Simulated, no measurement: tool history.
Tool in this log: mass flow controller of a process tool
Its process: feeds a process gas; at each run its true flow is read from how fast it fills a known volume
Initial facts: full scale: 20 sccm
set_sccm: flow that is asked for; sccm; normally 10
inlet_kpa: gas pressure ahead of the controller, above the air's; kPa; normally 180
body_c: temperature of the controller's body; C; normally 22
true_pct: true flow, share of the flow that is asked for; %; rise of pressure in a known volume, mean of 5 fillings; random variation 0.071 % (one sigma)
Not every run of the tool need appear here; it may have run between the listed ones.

{"run": 1, "day": 0.0, "set_sccm": 10, "inlet_kpa": 180, "body_c": 22, "true_pct": 98.32}
{"run": 2, "day": 9.712, "set_sccm": 10, "inlet_kpa": 180, "body_c": 27, "true_pct": 97.89}
{"run": 3, "day": 18.35, "set_sccm": 10, "inlet_kpa": 180, "body_c": 27, "true_pct": 97.85}
{"run": 4, "day": 26.192, "set_sccm": 10, "inlet_kpa": 180, "body_c": 27, "true_pct": 97.69}
{"run": 5, "day": 36.271, "set_sccm": 10, "inlet_kpa": 180, "body_c": 27, "true_pct": 97.6}
{"run": 6, "day": 41.421, "set_sccm": 10, "inlet_kpa": 180, "body_c": 27, "true_pct": 97.67}
{"run": 7, "day": 48.571, "set_sccm": 10, "inlet_kpa": 180, "body_c": 27, "true_pct": 97.51}
{"run": 8, "day": 54.754, "set_sccm": 10, "inlet_kpa": 180, "body_c": 27, "true_pct": 97.45}
{"run": 9, "day": 63.142, "set_sccm": 10, "inlet_kpa": 180, "body_c": 27, "true_pct": 97.41}
{"run": 10, "day": 68.438, "set_sccm": 10, "inlet_kpa": 148, "body_c": 22, "true_pct": 97.9}
{"run": 11, "day": 73.625, "set_sccm": 10, "inlet_kpa": 180, "body_c": 22, "true_pct": 97.63}
{"run": 12, "day": 82.45, "set_sccm": 10, "inlet_kpa": 180, "body_c": 22, "true_pct": 97.58}
{"run": 13, "day": 92.912, "set_sccm": 10, "inlet_kpa": 180, "body_c": 22, "true_pct": 97.52}
{"run": 14, "day": 99.517, "set_sccm": 10, "inlet_kpa": 180, "body_c": 22, "true_pct": 97.34}
{"run": 15, "day": 107.112, "set_sccm": 10, "inlet_kpa": 180, "body_c": 22, "true_pct": 97.46}
{"run": 16, "day": 116.604, "set_sccm": 10, "inlet_kpa": 178, "body_c": 22, "true_pct": 97.31}
{"run": 17, "day": 124.371, "set_sccm": 10, "inlet_kpa": 180, "body_c": 34, "true_pct": 96.46}
{"run": 18, "day": 129.575, "set_sccm": 10, "inlet_kpa": 180, "body_c": 34, "true_pct": 96.32}
{"run": 19, "day": 138.375, "set_sccm": 10, "inlet_kpa": 180, "body_c": 34, "true_pct": 96.24}
{"run": 20, "day": 144.758, "set_sccm": 10, "inlet_kpa": 180, "body_c": 22, "true_pct": 97.03}
{"run": 21, "day": 152.346, "set_sccm": 4, "inlet_kpa": 218, "body_c": 22, "true_pct": 94.75}
{"run": 22, "day": 156.725, "set_sccm": 4, "inlet_kpa": 218, "body_c": 22, "true_pct": 94.64}
{"run": 23, "day": 161.758, "set_sccm": 4, "inlet_kpa": 218, "body_c": 22, "true_pct": 94.66}
{"run": 24, "day": 170.842, "set_sccm": 3, "inlet_kpa": 156, "body_c": 30, "true_pct": 92.85}
{"run": 25, "day": 181.179, "set_sccm": 10, "inlet_kpa": 180, "body_c": 24, "true_pct": 96.59}
{"run": 26, "day": 186.233, "set_sccm": 11, "inlet_kpa": 251, "body_c": 33, "true_pct": 95.85}
{"run": 27, "day": 193.975, "set_sccm": 11, "inlet_kpa": 251, "body_c": 33, "true_pct": 95.66}
{"run": 28, "day": 199.775, "set_sccm": 3, "inlet_kpa": 255, "body_c": 22, "true_pct": 92.67}
{"run": 29, "day": 206.712, "set_sccm": 3, "inlet_kpa": 255, "body_c": 22, "true_pct": 92.5}
{"run": 30, "day": 212.9, "set_sccm": 10, "inlet_kpa": 180, "body_c": 25, "true_pct": 96.24}
{"run": 31, "day": 217.979, "set_sccm": 6, "inlet_kpa": 269, "body_c": 28, "true_pct": 94.62}
{"run": 32, "day": 224.612, "set_sccm": 15, "inlet_kpa": 189, "body_c": 30, "true_pct": 96.5}
{"run": 33, "day": 232.588, "set_sccm": 15, "inlet_kpa": 189, "body_c": 30, "true_pct": 96.5}
{"run": 34, "day": 238.683, "set_sccm": 15, "inlet_kpa": 218, "body_c": 35, "true_pct": 95.93}
{"run": 35, "day": 244.55, "set_sccm": 15, "inlet_kpa": 218, "body_c": 35, "true_pct": 95.99}
{"run": 36, "day": 254.362, "set_sccm": 15, "inlet_kpa": 218, "body_c": 35, "true_pct": 95.68}
{"run": 37, "day": 259.067, "set_sccm": 15, "inlet_kpa": 218, "body_c": 35, "true_pct": 95.78}
{"run": 38, "day": 266.288, "set_sccm": 12, "inlet_kpa": 258, "body_c": 25, "true_pct": 95.86}
{"run": 39, "day": 275.829, "set_sccm": 11, "inlet_kpa": 198, "body_c": 37, "true_pct": 95.02}

What if the next run were any one of these 5? Each begins from the tool's condition after run 39:
{"run": "A", "day": 284.442, "set_sccm": 4, "inlet_kpa": 224, "body_c": 33, "true_pct": "?"}
{"run": "B", "day": 284.442, "set_sccm": 3, "inlet_kpa": 197, "body_c": 26, "true_pct": "?"}
{"run": "C", "day": 284.442, "set_sccm": 8, "inlet_kpa": 232, "body_c": 22, "true_pct": "?"}
{"run": "D", "day": 284.442, "set_sccm": 2, "inlet_kpa": 198, "body_c": 37, "true_pct": "?"}
{"run": "E", "day": 284.442, "set_sccm": 3, "inlet_kpa": 189, "body_c": 22, "true_pct": "?"}

run=A true_pct=92.10
run=B true_pct=91.14
run=C true_pct=95.22
run=D true_pct=87.09
run=E true_pct=91.51
With no hidden state in the tool, these same runs would have given:
run=A true_pct=99.07
run=B true_pct=99.68
run=C true_pct=99.82
run=D true_pct=98.78
run=E true_pct=100.06
